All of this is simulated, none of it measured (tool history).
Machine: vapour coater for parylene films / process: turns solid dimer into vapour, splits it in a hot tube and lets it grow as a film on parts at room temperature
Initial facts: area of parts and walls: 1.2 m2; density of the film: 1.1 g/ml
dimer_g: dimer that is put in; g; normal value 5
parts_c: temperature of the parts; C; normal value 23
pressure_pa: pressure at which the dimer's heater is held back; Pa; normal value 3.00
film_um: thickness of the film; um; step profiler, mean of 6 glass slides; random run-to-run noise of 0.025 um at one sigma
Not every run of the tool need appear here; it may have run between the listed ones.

run,hour,dimer_g,parts_c,pressure_pa,film_um
1,0.0,5,23,3.00,1.99
2,62.8,5,23,3.00,1.90
3,113.0,5,23,3.75,1.89
4,150.6,5,23,3.75,1.92
# hour 176.1: table's thermometer calibrated
5,190.6,5,23,6.54,1.69
6,219.0,5,23,6.54,1.68
7,252.3,5,23,6.54,1.70
8,284.2,5,23,6.54,1.70
# hour 303.6: trap's valve overhauled
9,342.2,5,23,6.54,1.67
10,376.5,5,23,6.54,1.70
11,418.8,5,23,6.54,1.67
12,480.6,5,23,3.00,1.97
13,513.7,5,23,3.00,1.96
14,563.2,5,23,3.00,1.95
15,610.4,6,32,7.65,1.34
16,657.1,3,32,2.44,0.79
17,704.4,6,29,5.45,1.68

Estimate the outcome of run 18 from the log above:
18,751.1,9,21,6.27,?

{"run 18": {"film_um": 3.42}}
Had the tool carried no hidden state, the very same run would have given film_um 3.43 um.

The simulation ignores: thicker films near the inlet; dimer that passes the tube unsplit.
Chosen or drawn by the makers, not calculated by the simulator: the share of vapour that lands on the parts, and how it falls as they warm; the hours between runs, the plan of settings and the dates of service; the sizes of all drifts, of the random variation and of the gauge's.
